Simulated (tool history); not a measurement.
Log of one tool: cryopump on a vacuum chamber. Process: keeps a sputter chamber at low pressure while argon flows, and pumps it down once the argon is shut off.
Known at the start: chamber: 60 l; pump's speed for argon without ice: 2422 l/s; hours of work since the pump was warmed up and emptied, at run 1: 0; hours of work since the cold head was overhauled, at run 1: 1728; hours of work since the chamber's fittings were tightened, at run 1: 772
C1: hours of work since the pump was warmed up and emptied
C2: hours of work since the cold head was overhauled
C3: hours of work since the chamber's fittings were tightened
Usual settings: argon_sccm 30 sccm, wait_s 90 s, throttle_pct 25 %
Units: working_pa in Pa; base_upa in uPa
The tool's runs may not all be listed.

Run 1, hour 0: usual settings; C1 0; C2 1728; C3 772. Result: working_pa 0.0839 Pa, base_upa 1.67 uPa.
Run 2, hour 54.1: usual settings; C1 43; C2 1770; C3 815. Result: working_pa 0.0848 Pa, base_upa 1.75 uPa.
Run 3, hour 93.3: usual settings; C1 74; C2 1802; C3 846. Result: working_pa 0.0857 Pa, base_upa 1.84 uPa.
Run 4, hour 158.8: usual settings but wait_s 126 s; C1 126; C2 1853; C3 898. Result: working_pa 0.0865 Pa, base_upa 1.74 uPa.
Run 5, hour 228.3: usual settings but wait_s 126 s; C1 181; C2 1909; C3 953. Result: working_pa 0.0859 Pa, base_upa 1.84 uPa.
Run 6, hour 293.8: usual settings but argon_sccm 18 sccm, wait_s 126 s; C1 233; C2 1961; C3 1005. Result: working_pa 0.0529 Pa, base_upa 1.97 uPa.
Run 7, hour 335.2: usual settings but argon_sccm 25 sccm, wait_s 21 s, throttle_pct 48 %; C1 266; C2 1993; C3 1038. Result: working_pa 0.0385 Pa, base_upa 4.27 uPa.
Run 8, hour 375.1: usual settings but argon_sccm 25 sccm, wait_s 21 s, throttle_pct 48 %; C1 297; C2 2025; C3 1070. Result: working_pa 0.0395 Pa, base_upa 4.33 uPa.
At hour 454.5: leaking fittings of the chamber tightened, without venting.
Run 9, hour 462.4: usual settings but argon_sccm 25 sccm, wait_s 21 s, throttle_pct 48 %; C1 365; C2 2093; C3 6. Result: working_pa 0.0398 Pa, base_upa 2.91 uPa.
Run 10, hour 510.5: usual settings but argon_sccm 25 sccm, wait_s 21 s, throttle_pct 48 %; C1 403; C2 2131; C3 44. Result: working_pa 0.0425 Pa, base_upa 2.99 uPa.
Run 11, hour 550.4: usual settings but argon_sccm 25 sccm, wait_s 21 s, throttle_pct 48 %; C1 435; C2 2163; C3 76. Result: working_pa 0.042 Pa, base_upa 3.01 uPa.
Run 12, hour 592.6: usual settings but argon_sccm 25 sccm, wait_s 21 s, throttle_pct 48 %; C1 468; C2 2196; C3 110. Result: working_pa 0.0418 Pa, base_upa 3.07 uPa.

Forecast each of these 5 alternatives for the next run:
Run A, hour 653.4: usual settings but wait_s 24 s, throttle_pct 43 %; C1 517; C2 2244; C3 158. Result: working_pa ?, base_upa ?.
Run B, hour 653.4: usual settings but wait_s 157 s, throttle_pct 15 %; C1 517; C2 2244; C3 158. Result: working_pa ?, base_upa ?.
Run C, hour 653.4: usual settings but throttle_pct 16 %; C1 517; C2 2244; C3 158. Result: working_pa ?, base_upa ?.
Run D, hour 653.4: usual settings but argon_sccm 25 sccm, wait_s 25 s, throttle_pct 36 %; C1 517; C2 2244; C3 158. Result: working_pa ?, base_upa ?.
Run E, hour 653.4: usual settings but argon_sccm 25 sccm, throttle_pct 16 %; C1 517; C2 2244; C3 158. Result: working_pa ?, base_upa ?.

run  working_pa  base_upa
  A      0.0556      2.79
  B      0.1479      0.78
  C      0.1393      1.09
  D      0.0555      2.79
  E      0.1168      1.01
Without the tool's hidden state the same runs would have given:
run  working_pa  base_upa
  A      0.0474      2.48
  B      0.1397      0.48
  C      0.1311      0.78
  D      0.0487      2.48
  E      0.1099      0.71
